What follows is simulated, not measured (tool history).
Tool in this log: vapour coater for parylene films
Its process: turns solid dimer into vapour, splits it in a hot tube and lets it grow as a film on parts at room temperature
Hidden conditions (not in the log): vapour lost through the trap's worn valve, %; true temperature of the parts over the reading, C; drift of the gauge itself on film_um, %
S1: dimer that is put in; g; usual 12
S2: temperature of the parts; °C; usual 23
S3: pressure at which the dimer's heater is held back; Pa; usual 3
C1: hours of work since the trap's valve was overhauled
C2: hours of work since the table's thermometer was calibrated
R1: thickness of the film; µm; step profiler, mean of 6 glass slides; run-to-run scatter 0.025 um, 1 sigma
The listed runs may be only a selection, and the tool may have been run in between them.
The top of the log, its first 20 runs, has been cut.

| run | hour | S1 | S2 | S3 | C1 | C2 | R1 |
|---|---|---|---|---|---|---|---|
| 21 | 509 | 7 | 23 | 3 | 40 | 1041 | 1.1 |
| 22 | 532.9 | 7 | 31 | 5.22 | 52 | 1053 | 0.8 |
| 23 | 571.9 | 22 | 18 | 5.22 | 71 | 1072 | 3.69 |
| 24 | 589.7 | 6 | 21 | 2.72 | 80 | 1081 | 1.03 |
| 25 | 611.8 | 6 | 21 | 2.72 | 91 | 1092 | 0.97 |
| 26 | 646.6 | 8 | 21 | 2.72 | 108 | 1109 | 1.3 |
| 27 | 666.8 | 12 | 17 | 3.26 | 118 | 1119 | 2.15 |
| 28 | 702.9 | 12 | 21 | 3.26 | 136 | 1137 | 1.95 |
| 29 | 736.6 | 12 | 30 | 9.23 | 153 | 1154 | 1.18 |
| 30 | 761.8 | 12 | 30 | 9.23 | 165 | 1166 | 1.22 |
| 31 | 790.9 | 10 | 23 | 3 | 180 | 1181 | 1.5 |
| 32 | 826.9 | 13 | 22 | 2.59 | 197 | 1199 | 2.07 |
| 33 | 864.7 | 9 | 22 | 3 | 216 | 1217 | 1.4 |
| 34 | 888.5 | 9 | 22 | 3 | 228 | 1229 | 1.36 |
| 35 | 910.8 | 6 | 23 | 8.41 | 239 | 1240 | 0.7 |
| 36 | 931.5 | 7 | 22 | 9.24 | 249 | 1250 | 0.85 |
| 37 | 959 | 7 | 22 | 9.24 | 263 | 1264 | 0.84 |
| 38 | 977.7 | 5 | 23 | 2.03 | 272 | 1273 | 0.78 |
| 39 | 1009 | 5 | 23 | 2.03 | 288 | 1289 | 0.76 |
|  | 1045.6 | trap's valve overhauled |
| 40 | 1045.6 | 5 | 23 | 2.03 | 0 | 1305 | 0.89 |
| 41 | 1083.1 | 16 | 18 | 10.4 | 19 | 1324 | 2.42 |

Here are 3 independent what-if runs from the current tool condition. What would each one return?
| A | 1102.5 | 6 | 23 | 3 | 28 | 1333 | ? |
| B | 1102.5 | 12 | 25 | 8.99 | 28 | 1333 | ? |
| C | 1102.5 | 18 | 30 | 3.39 | 28 | 1333 | ? |

| run | R1 |
|---|---|
| A | 0.95 |
| B | 1.49 |
| C | 2.25 |
Take away the tool's hidden state, keep each run's random variation, and the runs would have read:
| run | R1 |
|---|---|
| A | 0.98 |
| B | 1.53 |
| C | 2.31 |
